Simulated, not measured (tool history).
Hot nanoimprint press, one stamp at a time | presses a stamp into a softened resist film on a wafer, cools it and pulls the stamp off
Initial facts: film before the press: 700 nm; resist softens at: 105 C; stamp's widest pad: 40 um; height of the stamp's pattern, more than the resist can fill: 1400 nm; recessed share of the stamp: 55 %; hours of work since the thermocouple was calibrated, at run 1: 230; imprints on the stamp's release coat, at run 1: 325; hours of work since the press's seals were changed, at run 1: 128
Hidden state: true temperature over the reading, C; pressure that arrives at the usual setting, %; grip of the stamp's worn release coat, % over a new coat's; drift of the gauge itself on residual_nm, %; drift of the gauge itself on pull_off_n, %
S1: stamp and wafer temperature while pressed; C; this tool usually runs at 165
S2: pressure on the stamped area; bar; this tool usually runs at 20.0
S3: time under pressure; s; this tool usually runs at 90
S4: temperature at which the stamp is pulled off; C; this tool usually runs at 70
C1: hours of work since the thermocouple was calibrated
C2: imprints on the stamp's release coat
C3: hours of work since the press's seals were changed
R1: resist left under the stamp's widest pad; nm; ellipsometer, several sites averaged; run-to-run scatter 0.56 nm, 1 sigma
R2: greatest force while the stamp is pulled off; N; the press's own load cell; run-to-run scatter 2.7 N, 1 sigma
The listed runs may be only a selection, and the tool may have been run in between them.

run,hour,S1,S2,S3,S4,C1,C2,C3,R1,R2
1,0.0,165,20.0,90,70,230,325,128,291.3,142
2,13.1,165,20.0,90,70,236,346,134,291.0,142
3,22.3,165,20.0,90,70,240,360,138,290.7,142
4,34.6,165,20.0,90,70,246,380,144,291.4,145
5,48.1,165,20.0,90,70,252,401,150,290.9,142
6,62.0,165,20.0,90,70,258,423,156,291.4,145
7,73.6,165,20.0,90,70,263,441,161,290.8,144
# hour 77.8: plate thermocouple calibrated
8,90.5,165,20.0,90,58,6,463,168,288.0,160
9,104.8,165,20.0,90,72,12,485,174,287.9,146
# hour 118.1: plate thermocouple calibrated, once more
10,121.4,165,20.0,90,72,2,507,180,298.4,145
11,133.1,158,20.0,57,72,7,525,185,448.1,141
12,140.1,165,20.0,48,73,10,536,189,365.8,146
13,151.7,165,20.0,90,58,15,554,194,297.6,162
14,159.1,171,20.0,90,70,18,566,197,235.0,150
15,172.8,161,16.5,90,56,25,588,203,385.1,165
16,186.0,161,16.5,90,56,30,608,209,385.5,166
17,199.6,161,16.5,90,56,37,630,215,385.4,171
18,212.3,165,22.0,90,64,42,650,221,282.9,159
19,220.1,169,12.7,70,63,46,662,225,353.5,154

Pick out some run-to-run changes in R1. Of each, how much would a tool without hidden state show as well, from the settings, what came in and chance, and how much is left for the hidden state and any gauge scatter not in both results compared?
Run 9 -> 10: plate thermocouple calibrated, once more. R1 +10.5 nm: hidden state +11.2, all else -0.7.
Run 14 -> 15: S1 171 -> 161, S2 20.0 -> 16.5, S4 70 -> 56. R1 +150.1 nm: hidden state -0.7, all else +150.8.
